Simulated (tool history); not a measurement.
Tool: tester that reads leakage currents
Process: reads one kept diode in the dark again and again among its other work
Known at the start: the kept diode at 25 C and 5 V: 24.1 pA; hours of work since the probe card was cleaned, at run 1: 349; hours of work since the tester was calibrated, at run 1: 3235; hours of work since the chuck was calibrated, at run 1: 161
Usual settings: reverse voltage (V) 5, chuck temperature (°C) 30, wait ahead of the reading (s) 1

run,day,reverse voltage (V),chuck temperature (°C),wait ahead of the reading (s),hours of work since the probe card was cleaned,hours of work since the tester was calibrated,hours of work since the chuck was calibrated,current that the tester gives (pA)
1,0,5,30,1,349,3235,161,38.74
2,5.812,3.78,30,1,406,3292,218,32.88
3,14.971,3.78,30,1,495,3382,308,32.85
4,23.146,9.87,30,1,575,3462,388,60.08
5,28.725,9.87,30,1,630,3517,442,60.1
6,35.412,5,30,1,696,3582,508,39.66
# day 36.467: chuck's temperature calibrated
7,43.108,5,30,1,770,3657,65,40.13
8,48.992,13.1,30,1,828,3714,123,73.9
9,54.612,13.53,30,1,883,3769,178,75.27
10,60.738,5,37,1,943,3830,238,69.77
11,70.054,5,37,1,1034,3921,329,70.25
12,74.708,5,47,1,1080,3966,375,148.62
# day 78.108: tester calibrated
13,80.754,1.15,37,9.24,1138,26,433,29.4
14,87.458,5.5,22,0.47,1204,92,499,26.3
# day 91.058: chuck's temperature calibrated, once more
15,93.112,2.33,56,0.32,1258,146,20,177.62
16,102.646,2.33,56,0.32,1352,240,114,178.23
17,111.429,2.33,56,0.32,1438,326,200,178.52
18,117.75,2.33,56,2.58,1500,387,261,175.86
19,122.171,2.33,56,2.58,1543,431,305,176.37
20,128.571,2.33,56,2.58,1606,493,367,176.74
21,137.967,5.39,57,1.46,1698,585,459,313
22,145.35,19.25,47,1.8,1770,658,532,333.14

Forecast each of these 5 alternatives for the next run:
A,154.292,19.25,23,0.53,1858,745,619,?
B,154.292,19.25,31,7.89,1858,745,619,?
C,154.292,1.16,28,6.54,1858,745,619,?
D,154.292,19.25,47,2.15,1858,745,619,?
E,154.292,1.78,47,0.68,1858,745,619,?

run,current that the tester gives (pA)
A,64.52
B,98.02
C,13.7
D,330.82
E,79.73
Without the tool's hidden state the same runs would have given:
run,current that the tester gives (pA)
A,58.29
B,90.98
C,13.13
D,320.28
E,77.98

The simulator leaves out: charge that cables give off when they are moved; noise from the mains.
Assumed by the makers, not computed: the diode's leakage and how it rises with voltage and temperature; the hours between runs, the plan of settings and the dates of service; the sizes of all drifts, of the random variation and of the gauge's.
